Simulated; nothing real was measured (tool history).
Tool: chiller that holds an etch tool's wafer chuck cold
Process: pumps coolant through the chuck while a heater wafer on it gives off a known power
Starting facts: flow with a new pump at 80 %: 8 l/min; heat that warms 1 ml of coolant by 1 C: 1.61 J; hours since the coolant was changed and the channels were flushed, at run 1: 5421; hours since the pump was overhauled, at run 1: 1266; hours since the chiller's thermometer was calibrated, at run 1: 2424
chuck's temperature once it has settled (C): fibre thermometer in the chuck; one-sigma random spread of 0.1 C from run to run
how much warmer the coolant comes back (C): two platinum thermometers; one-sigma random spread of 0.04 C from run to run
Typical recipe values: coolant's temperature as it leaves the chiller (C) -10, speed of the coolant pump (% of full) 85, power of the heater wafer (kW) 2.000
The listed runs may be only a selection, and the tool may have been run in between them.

run	day	coolant's temperature as it leaves the chiller (C)	speed of the coolant pump (% of full)	power of the heater wafer (kW)	hours since the coolant was changed and the channels were flushed	hours since the pump was overhauled	hours since the chiller's thermometer was calibrated	chuck's temperature once it has settled (C)	how much warmer the coolant comes back (C)
1	0.000	-10	85	2.000	5421	1266	2424	11.2	8.88
2	1.683	-10	85	2.000	5461	1306	2465	11.3	8.97
3	2.825	-10	69	2.000	5489	1333	2492	15.1	11.36
4	4.100	-10	85	2.000	5519	1364	2523	11.3	8.94
5	5.642	-10	85	2.000	5556	1401	2559	11.4	8.95
6	6.454	-10	85	2.000	5576	1421	2579	11.3	9.04
7	7.354	-10	85	2.000	5597	1442	2601	11.3	9.00
8	8.704	-10	85	2.736	5630	1475	2633	19.1	12.28
9	10.079	-10	85	2.000	5663	1507	2666	11.4	8.99
10	10.888	-10	74	2.000	5682	1527	2685	13.8	10.56
11	12.050	-10	66	2.000	5710	1555	2713	16.3	11.95
12	12.750	-10	66	2.000	5727	1572	2730	16.1	12.03
13	14.050	-6	95	2.138	5758	1603	2761	15.0	8.42
14	15.500	-6	95	2.138	5793	1638	2796	15.1	8.59
15	16.596	-19	79	1.044	5819	1664	2822	-6.9	5.08
16	17.967	-19	79	1.044	5852	1697	2855	-6.9	5.12
17	19.438	0	79	2.361	5887	1732	2891	27.0	11.60
18	20.388	-4	61	1.496	5910	1755	2913	17.1	9.83

Each row is a separate what-if for the run after 18, all from the same tool condition, not one after another. Results?
A	21.292	-9	63	2.471	5932	1777	2935	?	?
B	21.292	-8	85	2.000	5932	1777	2935	?	?
C	21.292	-10	87	2.000	5932	1777	2935	?	?

run	chuck's temperature once it has settled (C)	how much warmer the coolant comes back (C)
A	24.9	15.63
B	13.5	9.09
C	11.4	8.82
With the hidden condition removed and each run's random variation left untouched, the same runs would have given:
run	chuck's temperature once it has settled (C)	how much warmer the coolant comes back (C)
A	21.4	15.04
B	11.1	8.75
C	9.0	8.48

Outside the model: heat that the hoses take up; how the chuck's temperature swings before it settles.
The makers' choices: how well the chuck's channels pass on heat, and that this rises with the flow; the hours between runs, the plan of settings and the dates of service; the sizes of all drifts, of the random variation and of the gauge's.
